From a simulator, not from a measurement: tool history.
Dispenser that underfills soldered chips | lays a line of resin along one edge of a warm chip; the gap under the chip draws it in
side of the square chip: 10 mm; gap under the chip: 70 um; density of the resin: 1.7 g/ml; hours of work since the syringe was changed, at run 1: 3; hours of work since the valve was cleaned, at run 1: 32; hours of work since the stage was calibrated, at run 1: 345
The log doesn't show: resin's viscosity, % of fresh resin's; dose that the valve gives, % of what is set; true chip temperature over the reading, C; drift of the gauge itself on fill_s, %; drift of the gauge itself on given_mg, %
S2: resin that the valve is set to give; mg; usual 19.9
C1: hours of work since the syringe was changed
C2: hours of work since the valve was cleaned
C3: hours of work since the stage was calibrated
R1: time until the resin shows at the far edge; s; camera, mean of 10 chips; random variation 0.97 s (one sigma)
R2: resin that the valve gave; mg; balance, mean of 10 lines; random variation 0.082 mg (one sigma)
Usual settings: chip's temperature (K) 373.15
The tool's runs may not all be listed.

{"run": 1, "hour": 0.0, "chip's temperature (K)": 373.15, "S2": 19.9, "C1": 3, "C2": 32, "C3": 345, "R1": 114.1, "R2": 19.12}
{"hour": 3.6, "done": "new syringe of resin"}
{"hour": 11.2, "done": "new syringe of resin"}
{"run": 2, "hour": 16.4, "chip's temperature (K)": 373.15, "S2": 19.9, "C1": 4, "C2": 44, "C3": 357, "R1": 124.5, "R2": 19.17}
{"hour": 18.8, "done": "new syringe of resin"}
{"run": 3, "hour": 24.9, "chip's temperature (K)": 373.15, "S2": 19.9, "C1": 5, "C2": 50, "C3": 363, "R1": 128.2, "R2": 19.02}
{"hour": 25.9, "done": "new syringe of resin"}
{"hour": 33.6, "done": "new syringe of resin"}
{"hour": 40.7, "done": "new syringe of resin"}
{"run": 4, "hour": 42.0, "chip's temperature (K)": 373.15, "S2": 19.9, "C1": 1, "C2": 63, "C3": 375, "R1": 97.9, "R2": 18.56}
{"hour": 47.9, "done": "new syringe of resin"}
{"hour": 51.1, "done": "dispensing valve cleaned and set on the balance"}
{"run": 5, "hour": 53.0, "chip's temperature (K)": 382.15, "S2": 19.9, "C1": 3, "C2": 1, "C3": 383, "R1": 92.7, "R2": 19.84}
{"hour": 56.8, "done": "new syringe of resin"}
{"hour": 63.9, "done": "new syringe of resin"}
{"run": 6, "hour": 67.8, "chip's temperature (K)": 382.15, "S2": 19.9, "C1": 3, "C2": 12, "C3": 394, "R1": 90.4, "R2": 19.9}
{"hour": 71.3, "done": "new syringe of resin"}
{"hour": 78.9, "done": "new syringe of resin"}
{"run": 7, "hour": 82.0, "chip's temperature (K)": 385.15, "S2": 25.6, "C1": 2, "C2": 23, "C3": 404, "R1": 78.1, "R2": 25.13}
{"hour": 87.3, "done": "new syringe of resin"}
{"run": 8, "hour": 90.0, "chip's temperature (K)": 385.15, "S2": 25.6, "C1": 2, "C2": 29, "C3": 410, "R1": 80.2, "R2": 25.14}
{"hour": 94.8, "done": "new syringe of resin"}
{"run": 9, "hour": 97.7, "chip's temperature (K)": 359.15, "S2": 24.8, "C1": 2, "C2": 34, "C3": 415, "R1": 153.6, "R2": 24.01}
{"hour": 102.7, "done": "new syringe of resin"}
{"run": 10, "hour": 109.3, "chip's temperature (K)": 381.15, "S2": 17.3, "C1": 5, "C2": 43, "C3": 424, "R1": 112.5, "R2": 16.65}
{"hour": 110.7, "done": "new syringe of resin"}
{"hour": 117.9, "done": "new syringe of resin"}
{"run": 11, "hour": 118.2, "chip's temperature (K)": 370.15, "S2": 19.9, "C1": 0, "C2": 49, "C3": 430, "R1": 100.0, "R2": 19.03}

5 ways to go on from here, each from the tool as it stands after run 11. What would each give?
{"hour": 124.9, "done": "new syringe of resin"}
{"run": "A", "hour": 129.1, "chip's temperature (K)": 363.15, "S2": 19.9, "C1": 3, "C2": 57, "C3": 439, "R1": "?", "R2": "?"}
{"hour": 124.9, "done": "new syringe of resin"}
{"run": "B", "hour": 129.1, "chip's temperature (K)": 363.15, "S2": 18.9, "C1": 3, "C2": 57, "C3": 439, "R1": "?", "R2": "?"}
{"hour": 124.9, "done": "new syringe of resin"}
{"run": "C", "hour": 129.1, "chip's temperature (K)": 372.15, "S2": 19.2, "C1": 3, "C2": 57, "C3": 439, "R1": "?", "R2": "?"}
{"hour": 124.9, "done": "new syringe of resin"}
{"run": "D", "hour": 129.1, "chip's temperature (K)": 378.15, "S2": 25.2, "C1": 3, "C2": 57, "C3": 439, "R1": "?", "R2": "?"}
{"hour": 124.9, "done": "new syringe of resin"}
{"run": "E", "hour": 129.1, "chip's temperature (K)": 373.15, "S2": 17.4, "C1": 3, "C2": 57, "C3": 439, "R1": "?", "R2": "?"}

run=A R1=153.4 R2=19.00
run=B R1=151.4 R2=17.94
run=C R1=121.9 R2=18.33
run=D R1=101.3 R2=23.94
run=E R1=120.1 R2=16.59
Without the tool's hidden state the same runs would have given:
run=A R1=121.8 R2=19.99
run=B R1=120.1 R2=18.88
run=C R1=96.5 R2=19.29
run=D R1=80.6 R2=25.20
run=E R1=94.7 R2=17.46
